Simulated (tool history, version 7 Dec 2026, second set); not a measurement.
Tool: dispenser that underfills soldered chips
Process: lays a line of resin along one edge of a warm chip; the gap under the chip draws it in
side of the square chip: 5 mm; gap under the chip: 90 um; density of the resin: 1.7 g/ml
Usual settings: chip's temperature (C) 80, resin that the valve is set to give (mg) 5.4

run,hour,chip's temperature (C),resin that the valve is set to give (mg),time until the resin shows at the far edge (s),resin that the valve gave (mg)
1,0,80,5.4,15.8,5.31
2,6.5,80,5.68,20.1,5.61
# hour 11.6: new syringe of resin
3,12.7,80,5.68,14,5.57
4,19.2,80,5.25,17.5,5.13
5,24.2,80,5.27,22.4,5.11
# hour 28.2: new syringe of resin
6,28.6,90,5.27,8.5,5.14
7,32.2,80,4.96,16.1,4.89
8,37.6,80,6.05,19.5,5.89
# hour 44.8: new syringe of resin
9,45.4,80,6.05,13.7,5.84
10,53.7,80,6.05,19.1,5.86
11,58.3,80,6.05,22.5,5.86
# hour 61.4: new syringe of resin
12,65.5,80,5.4,16.1,5.17
13,70.1,84,5.4,16.1,5.2
14,74.5,84,5.4,19.2,5.17
# hour 77.6: new syringe of resin
15,80.1,84,5.4,12.7,5.22
16,83.9,84,6.79,13.9,6.37
17,87.7,84,6.79,16.8,6.47
# hour 93.9: new syringe of resin
18,94.1,82,5.4,12.7,5.18
19,101.7,82,5.4,18,5.12
20,108.9,83,5.4,22.5,5.09
# hour 110.4: new syringe of resin
21,115.6,83,5.4,14.8,5.11
22,119.3,82,4.97,18,4.68
23,125.2,76,4.73,31.6,4.52
# hour 127.2: new syringe of resin
24,131,76,4.73,20.4,4.43
25,139.8,70,5.14,37.4,4.82
# hour 143.6: new syringe of resin
26,148.4,70,5.85,25.3,5.47
27,152.8,70,5.85,31.9,5.49
# hour 156.4: dispensing valve cleaned and set on the balance
28,160.2,93,6.51,13.7,6.51
# hour 160.9: new syringe of resin
29,168.3,80,4.85,18.4,4.87
# hour 177.2: new syringe of resin
30,177.4,80,4.85,14.1,4.87
31,181.9,80,4.85,16.3,4.78
32,186.4,72,6.56,27.9,6.49
33,190.3,72,6.56,32,6.48
# hour 193.6: new syringe of resin
34,196.8,72,5.69,22.6,5.63
35,202.3,68,6.07,33.3,5.94
# hour 210.2: new syringe of resin
36,210.2,86,5.34,11.2,5.28
37,217.9,86,5.34,13.8,5.23

3 ways to go on from here, each from the tool as it stands after run 37. What would each give?
A,223.6,81,5.4,?,?
B,223.6,91,5.66,?,?
C,223.6,80,5.48,?,?

run,time until the resin shows at the far edge (s),resin that the valve gave (mg)
A,22.9,5.25
B,14.7,5.51
C,24,5.39
Without the tool's hidden state the same runs would have given:
run,time until the resin shows at the far edge (s),resin that the valve gave (mg)
A,12.8,5.37
B,8.2,5.63
C,13.2,5.51

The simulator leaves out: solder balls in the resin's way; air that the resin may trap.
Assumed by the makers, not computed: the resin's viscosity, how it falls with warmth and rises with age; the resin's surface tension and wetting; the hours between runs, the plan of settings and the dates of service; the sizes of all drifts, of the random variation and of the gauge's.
